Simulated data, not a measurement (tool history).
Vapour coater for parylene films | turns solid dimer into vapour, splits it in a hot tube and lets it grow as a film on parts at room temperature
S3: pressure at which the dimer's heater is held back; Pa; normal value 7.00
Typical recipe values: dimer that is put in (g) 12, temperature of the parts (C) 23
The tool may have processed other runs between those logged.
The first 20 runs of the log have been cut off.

{"hour": 912.2, "done": "trap's valve overhauled"}
{"run": 21, "hour": 932.6, "dimer that is put in (g)": 12, "temperature of the parts (C)": 23, "S3": 7.0, "thickness of the film (µm)": 2.47}
{"run": 22, "hour": 965.5, "dimer that is put in (g)": 18, "temperature of the parts (C)": 20, "S3": 11.09, "thickness of the film (µm)": 3.81}
{"run": 23, "hour": 1026.3, "dimer that is put in (g)": 10, "temperature of the parts (C)": 17, "S3": 5.64, "thickness of the film (µm)": 2.84}
{"run": 24, "hour": 1072.6, "dimer that is put in (g)": 12, "temperature of the parts (C)": 28, "S3": 3.83, "thickness of the film (µm)": 2.18}
{"run": 25, "hour": 1128.3, "dimer that is put in (g)": 12, "temperature of the parts (C)": 28, "S3": 3.83, "thickness of the film (µm)": 2.18}
{"run": 26, "hour": 1183.3, "dimer that is put in (g)": 5, "temperature of the parts (C)": 25, "S3": 4.33, "thickness of the film (µm)": 1.06}
{"run": 27, "hour": 1238.1, "dimer that is put in (g)": 5, "temperature of the parts (C)": 25, "S3": 4.33, "thickness of the film (µm)": 1.04}
{"run": 28, "hour": 1266.8, "dimer that is put in (g)": 6, "temperature of the parts (C)": 19, "S3": 8.97, "thickness of the film (µm)": 1.39}
{"run": 29, "hour": 1327.5, "dimer that is put in (g)": 6, "temperature of the parts (C)": 24, "S3": 5.59, "thickness of the film (µm)": 1.23}
{"run": 30, "hour": 1382.2, "dimer that is put in (g)": 6, "temperature of the parts (C)": 24, "S3": 5.59, "thickness of the film (µm)": 1.23}
{"run": 31, "hour": 1442.1, "dimer that is put in (g)": 12, "temperature of the parts (C)": 28, "S3": 2.89, "thickness of the film (µm)": 2.23}
{"run": 32, "hour": 1495.0, "dimer that is put in (g)": 12, "temperature of the parts (C)": 30, "S3": 2.68, "thickness of the film (µm)": 2.09}
{"hour": 1515.7, "done": "trap's valve overhauled"}
{"run": 33, "hour": 1532.4, "dimer that is put in (g)": 19, "temperature of the parts (C)": 23, "S3": 3.74, "thickness of the film (µm)": 4.37}
{"run": 34, "hour": 1576.8, "dimer that is put in (g)": 19, "temperature of the parts (C)": 18, "S3": 3.74, "thickness of the film (µm)": 5.5}
{"run": 35, "hour": 1614.7, "dimer that is put in (g)": 18, "temperature of the parts (C)": 23, "S3": 7.0, "thickness of the film (µm)": 3.71}
{"run": 36, "hour": 1651.7, "dimer that is put in (g)": 13, "temperature of the parts (C)": 29, "S3": 2.94, "thickness of the film (µm)": 2.36}
{"run": 37, "hour": 1711.4, "dimer that is put in (g)": 15, "temperature of the parts (C)": 34, "S3": 6.53, "thickness of the film (µm)": 1.85}
{"run": 38, "hour": 1739.5, "dimer that is put in (g)": 7, "temperature of the parts (C)": 30, "S3": 3.16, "thickness of the film (µm)": 1.18}
{"run": 39, "hour": 1784.4, "dimer that is put in (g)": 12, "temperature of the parts (C)": 34, "S3": 2.12, "thickness of the film (µm)": 1.82}
{"run": 40, "hour": 1843.1, "dimer that is put in (g)": 20, "temperature of the parts (C)": 19, "S3": 7.0, "thickness of the film (µm)": 4.85}
{"run": 41, "hour": 1899.8, "dimer that is put in (g)": 9, "temperature of the parts (C)": 16, "S3": 4.9, "thickness of the film (µm)": 2.63}
{"run": 42, "hour": 1932.1, "dimer that is put in (g)": 12, "temperature of the parts (C)": 25, "S3": 7.0, "thickness of the film (µm)": 2.18}

Predict each of these 3 candidate next runs independently; none follows another, all start after run 42:
{"run": "A", "hour": 1980.3, "dimer that is put in (g)": 6, "temperature of the parts (C)": 28, "S3": 10.34, "thickness of the film (µm)": "?"}
{"run": "B", "hour": 1980.3, "dimer that is put in (g)": 12, "temperature of the parts (C)": 26, "S3": 5.12, "thickness of the film (µm)": "?"}
{"run": "C", "hour": 1980.3, "dimer that is put in (g)": 8, "temperature of the parts (C)": 25, "S3": 7.0, "thickness of the film (µm)": "?"}

run=A thickness_of_the_film_(µm)=0.91
run=B thickness_of_the_film_(µm)=2.22
run=C thickness_of_the_film_(µm)=1.44
What these runs would have given with no unlogged condition in the tool:
run=A thickness_of_the_film_(µm)=0.92
run=B thickness_of_the_film_(µm)=2.23
run=C thickness_of_the_film_(µm)=1.45
